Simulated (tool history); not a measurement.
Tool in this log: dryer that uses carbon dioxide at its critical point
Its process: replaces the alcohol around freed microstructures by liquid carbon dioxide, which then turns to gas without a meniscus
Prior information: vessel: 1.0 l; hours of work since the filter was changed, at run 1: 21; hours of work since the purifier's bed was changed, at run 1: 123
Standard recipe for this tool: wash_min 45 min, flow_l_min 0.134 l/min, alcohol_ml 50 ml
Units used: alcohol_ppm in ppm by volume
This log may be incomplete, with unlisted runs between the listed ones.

| run | hour | wash_min | flow_l_min | alcohol_ml | hours of work since the filter was changed | hours of work since the purifier's bed was changed | alcohol_ppm |
|---|---|---|---|---|---|---|---|
| 1 | 0 | 45 | 0.134 | 50 | 21 | 123 | 802 |
| 2 | 47.8 | 45 | 0.134 | 50 | 36 | 138 | 837 |
| 3 | 84 | 45 | 0.134 | 50 | 47 | 149 | 863 |
| 4 | 111.3 | 45 | 0.134 | 50 | 56 | 158 | 902 |
| 5 | 159.3 | 45 | 0.134 | 50 | 71 | 173 | 956 |
| 6 | 194.4 | 45 | 0.134 | 50 | 82 | 184 | 988 |
| 7 | 227.6 | 45 | 0.134 | 50 | 92 | 194 | 1065 |
| 8 | 270.9 | 45 | 0.134 | 50 | 106 | 208 | 1106 |
| 9 | 296.9 | 45 | 0.134 | 50 | 114 | 216 | 1157 |
| 10 | 321.5 | 45 | 0.134 | 50 | 122 | 223 | 1185 |
| 11 | 351.3 | 45 | 0.134 | 50 | 131 | 233 | 1241 |
| 12 | 376.9 | 45 | 0.134 | 50 | 139 | 241 | 1262 |
| 13 | 417.6 | 45 | 0.134 | 50 | 152 | 253 | 1348 |
|  | 422 | inlet filter changed |
| 14 | 460.3 | 45 | 0.134 | 59 | 12 | 266 | 957 |
| 15 | 484.4 | 45 | 0.134 | 59 | 19 | 274 | 1013 |
| 16 | 520.9 | 45 | 0.134 | 59 | 31 | 285 | 1045 |
| 17 | 560.2 | 45 | 0.134 | 91 | 43 | 298 | 1606 |
| 18 | 603.6 | 62 | 0.087 | 63 | 57 | 311 | 1889 |
| 19 | 623.1 | 62 | 0.087 | 63 | 63 | 317 | 1896 |
| 20 | 648.2 | 50 | 0.15 | 32 | 71 | 325 | 308 |
| 21 | 686.5 | 45 | 0.177 | 104 | 83 | 337 | 646 |
| 22 | 712.1 | 45 | 0.21 | 50 | 91 | 345 | 217 |
| 23 | 752.9 | 45 | 0.21 | 50 | 103 | 358 | 214 |
| 24 | 794.3 | 45 | 0.21 | 50 | 116 | 371 | 230 |
| 25 | 821.2 | 45 | 0.21 | 50 | 125 | 379 | 237 |

Predict each of these 5 candidate next runs independently; none follows another, all start after run 25:
| A | 858.5 | 31 | 0.096 | 115 | 136 | 391 | ? |
| B | 858.5 | 45 | 0.117 | 50 | 136 | 391 | ? |
| C | 858.5 | 45 | 0.135 | 50 | 136 | 391 | ? |
| D | 858.5 | 41 | 0.148 | 27 | 136 | 391 | ? |
| E | 858.5 | 45 | 0.134 | 83 | 136 | 391 | ? |

| run | alcohol_ppm |
|---|---|
| A | 18351 |
| B | 2053 |
| C | 1283 |
| D | 756 |
| E | 2208 |
With no hidden state in the tool, these same runs would have given:
| run | alcohol_ppm |
|---|---|
| A | 13855 |
| B | 1196 |
| C | 667 |
| D | 370 |
| E | 1197 |
